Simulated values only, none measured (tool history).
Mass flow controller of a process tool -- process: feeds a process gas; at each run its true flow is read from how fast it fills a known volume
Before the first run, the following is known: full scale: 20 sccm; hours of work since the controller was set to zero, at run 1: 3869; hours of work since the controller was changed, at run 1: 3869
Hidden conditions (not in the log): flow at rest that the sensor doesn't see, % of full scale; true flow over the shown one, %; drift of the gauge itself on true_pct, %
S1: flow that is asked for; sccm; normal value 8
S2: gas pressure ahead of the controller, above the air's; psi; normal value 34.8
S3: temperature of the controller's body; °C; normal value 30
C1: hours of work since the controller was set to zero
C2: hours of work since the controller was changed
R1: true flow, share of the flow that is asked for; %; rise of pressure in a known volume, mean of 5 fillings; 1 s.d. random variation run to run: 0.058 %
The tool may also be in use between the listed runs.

{"run": 1, "hour": 0.0, "S1": 8, "S2": 34.8, "S3": 30, "C1": 3869, "C2": 3869, "R1": 100.28}
{"run": 2, "hour": 33.5, "S1": 8, "S2": 34.8, "S3": 30, "C1": 3889, "C2": 3889, "R1": 100.32}
{"run": 3, "hour": 82.6, "S1": 8, "S2": 34.8, "S3": 30, "C1": 3917, "C2": 3917, "R1": 100.24}
{"run": 4, "hour": 129.4, "S1": 4, "S2": 34.8, "S3": 30, "C1": 3945, "C2": 3945, "R1": 100.17}
{"run": 5, "hour": 208.6, "S1": 4, "S2": 34.8, "S3": 30, "C1": 3991, "C2": 3991, "R1": 100.09}
{"run": 6, "hour": 275.0, "S1": 2, "S2": 34.8, "S3": 30, "C1": 4030, "C2": 4030, "R1": 99.92}
{"run": 7, "hour": 346.0, "S1": 2, "S2": 34.8, "S3": 30, "C1": 4071, "C2": 4071, "R1": 99.85}
{"run": 8, "hour": 394.1, "S1": 2, "S2": 34.8, "S3": 30, "C1": 4100, "C2": 4100, "R1": 99.84}
{"run": 9, "hour": 472.8, "S1": 2, "S2": 34.8, "S3": 30, "C1": 4146, "C2": 4146, "R1": 99.76}
{"run": 10, "hour": 511.2, "S1": 8, "S2": 34.8, "S3": 30, "C1": 4168, "C2": 4168, "R1": 99.86}
{"run": 11, "hour": 585.7, "S1": 8, "S2": 36.1, "S3": 30, "C1": 4212, "C2": 4212, "R1": 99.77}
{"run": 12, "hour": 644.8, "S1": 8, "S2": 34.8, "S3": 26, "C1": 4246, "C2": 4246, "R1": 99.23}
{"run": 13, "hour": 722.1, "S1": 8, "S2": 34.8, "S3": 26, "C1": 4291, "C2": 4291, "R1": 99.27}
{"run": 14, "hour": 772.0, "S1": 8, "S2": 34.8, "S3": 26, "C1": 4321, "C2": 4321, "R1": 99.16}
{"run": 15, "hour": 806.8, "S1": 8, "S2": 34.8, "S3": 30, "C1": 4341, "C2": 4341, "R1": 99.58}
{"run": 16, "hour": 842.7, "S1": 8, "S2": 34.8, "S3": 30, "C1": 4362, "C2": 4362, "R1": 99.53}

Run 17 has not been measured yet. What should we expect?
{"run": 17, "hour": 893.9, "S1": 3, "S2": 34.8, "S3": 30, "C1": 4392, "C2": 4392, "R1": "?"}

R1: 99.37 %
Without the tool's hidden state the same run would have given R1 100.19 %.
